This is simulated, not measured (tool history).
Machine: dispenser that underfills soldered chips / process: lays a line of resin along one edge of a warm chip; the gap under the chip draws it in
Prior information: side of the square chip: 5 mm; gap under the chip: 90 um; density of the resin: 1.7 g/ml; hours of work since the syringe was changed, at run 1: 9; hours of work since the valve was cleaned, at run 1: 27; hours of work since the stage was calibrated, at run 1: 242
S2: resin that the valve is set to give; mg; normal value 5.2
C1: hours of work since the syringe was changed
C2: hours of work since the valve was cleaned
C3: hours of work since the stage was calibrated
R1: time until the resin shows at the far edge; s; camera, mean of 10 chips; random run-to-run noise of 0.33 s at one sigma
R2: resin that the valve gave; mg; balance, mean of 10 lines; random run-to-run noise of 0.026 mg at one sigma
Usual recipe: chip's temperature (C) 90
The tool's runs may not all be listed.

run 1 hour=0 | chip's_temperature_(C)=90 S2=5.2 | C1=9 C2=27 C3=242 | R1=20.9 R2=5.01
-- hour=3.6 new syringe of resin
run 2 hour=6.9 | chip's_temperature_(C)=90 S2=5.2 | C1=3 C2=32 C3=247 | R1=14.4 R2=5.01
run 3 hour=14.4 | chip's_temperature_(C)=90 S2=5.2 | C1=8 C2=37 C3=252 | R1=19.6 R2=5
-- hour=19.5 new syringe of resin
run 4 hour=19.5 | chip's_temperature_(C)=90 S2=5.2 | C1=0 C2=41 C3=256 | R1=13.2 R2=4.99
run 5 hour=25.8 | chip's_temperature_(C)=90 S2=5.2 | C1=5 C2=46 C3=261 | R1=16.5 R2=4.99
run 6 hour=32.7 | chip's_temperature_(C)=90 S2=5.2 | C1=10 C2=51 C3=266 | R1=21.3 R2=4.92
-- hour=35.7 new syringe of resin
run 7 hour=38.5 | chip's_temperature_(C)=90 S2=5.2 | C1=2 C2=55 C3=270 | R1=15.4 R2=4.94
run 8 hour=45.3 | chip's_temperature_(C)=90 S2=5.36 | C1=7 C2=60 C3=275 | R1=19.1 R2=5
-- hour=51.5 new syringe of resin
run 9 hour=53.6 | chip's_temperature_(C)=90 S2=6.28 | C1=2 C2=66 C3=281 | R1=14.2 R2=5.82
run 10 hour=60.5 | chip's_temperature_(C)=90 S2=6.28 | C1=7 C2=71 C3=286 | R1=18.3 R2=5.87
run 11 hour=66 | chip's_temperature_(C)=90 S2=6.28 | C1=11 C2=76 C3=291 | R1=22.5 R2=5.78
-- hour=67.5 new syringe of resin
-- hour=69.2 dispensing valve cleaned and set on the balance
run 12 hour=74.1 | chip's_temperature_(C)=90 S2=5.32 | C1=4 C2=4 C3=296 | R1=16 R2=5.28
run 13 hour=81.9 | chip's_temperature_(C)=90 S2=5.32 | C1=10 C2=10 C3=302 | R1=22.2 R2=5.31
-- hour=84.9 new syringe of resin
run 14 hour=88.7 | chip's_temperature_(C)=90 S2=5.32 | C1=3 C2=14 C3=307 | R1=15.6 R2=5.27
run 15 hour=93.1 | chip's_temperature_(C)=103 S2=5.32 | C1=6 C2=18 C3=310 | R1=9.6 R2=5.19
-- hour=100.7 new syringe of resin
run 16 hour=101.4 | chip's_temperature_(C)=103 S2=5.32 | C1=0 C2=24 C3=316 | R1=7.3 R2=5.19
run 17 hour=106.4 | chip's_temperature_(C)=103 S2=5.32 | C1=4 C2=28 C3=320 | R1=8.9 R2=5.19
run 18 hour=113.6 | chip's_temperature_(C)=77 S2=5.2 | C1=10 C2=33 C3=325 | R1=40.9 R2=5.08
-- hour=116.6 new syringe of resin
run 19 hour=119 | chip's_temperature_(C)=103 S2=5.63 | C1=2 C2=37 C3=329 | R1=7.7 R2=5.39
run 20 hour=122.2 | chip's_temperature_(C)=97 S2=6.39 | C1=4 C2=39 C3=331 | R1=11.7 R2=6.16
run 21 hour=126.9 | chip's_temperature_(C)=99 S2=4.53 | C1=8 C2=43 C3=335 | R1=13.8 R2=4.34
-- hour=132.6 new syringe of resin
run 22 hour=135.1 | chip's_temperature_(C)=85 S2=4.76 | C1=2 C2=49 C3=341 | R1=20 R2=4.56
run 23 hour=142.9 | chip's_temperature_(C)=85 S2=4.76 | C1=8 C2=55 C3=347 | R1=27 R2=4.51
-- hour=148.4 new syringe of resin
run 24 hour=150.2 | chip's_temperature_(C)=85 S2=4.6 | C1=1 C2=60 C3=352 | R1=19.4 R2=4.32
run 25 hour=154.5 | chip's_temperature_(C)=85 S2=4.6 | C1=5 C2=63 C3=355 | R1=22.9 R2=4.27
run 26 hour=158 | chip's_temperature_(C)=78 S2=4.99 | C1=7 C2=66 C3=358 | R1=36.2 R2=4.65
-- hour=164.3 new syringe of resin
run 27 hour=164.3 | chip's_temperature_(C)=78 S2=4.99 | C1=0 C2=70 C3=362 | R1=25.5 R2=4.62
run 28 hour=171.6 | chip's_temperature_(C)=104 S2=4.64 | C1=6 C2=76 C3=368 | R1=10 R2=4.25
-- hour=174.2 dispensing valve cleaned and set on the balance
run 29 hour=177.3 | chip's_temperature_(C)=86 S2=4.78 | C1=9 C2=2 C3=371 | R1=27.1 R2=4.75
-- hour=181.1 new syringe of resin
run 30 hour=183.2 | chip's_temperature_(C)=86 S2=4.78 | C1=2 C2=7 C3=376 | R1=18.6 R2=4.74
run 31 hour=189.7 | chip's_temperature_(C)=86 S2=4.78 | C1=6 C2=11 C3=381 | R1=24 R2=4.71

Below are 3 alternative next runs, each starting from the tool's condition after run 31. Predict each:
run A hour=195.7 | chip's_temperature_(C)=85 S2=4.78 | C1=11 C2=16 C3=385 | R1=? R2=?
run B hour=195.7 | chip's_temperature_(C)=84 S2=4.78 | C1=11 C2=16 C3=385 | R1=? R2=?
run C hour=195.7 | chip's_temperature_(C)=84 S2=6.2 | C1=11 C2=16 C3=385 | R1=? R2=?

run=A R1=30.4 R2=4.73
run=B R1=32.8 R2=4.72
run=C R1=30.4 R2=6.03
The same runs, with their run-to-run variation unchanged, on a tool lacking any hidden condition would have given:
run=A R1=16 R2=4.82
run=B R1=17.5 R2=4.82
run=C R1=16.4 R2=6.15
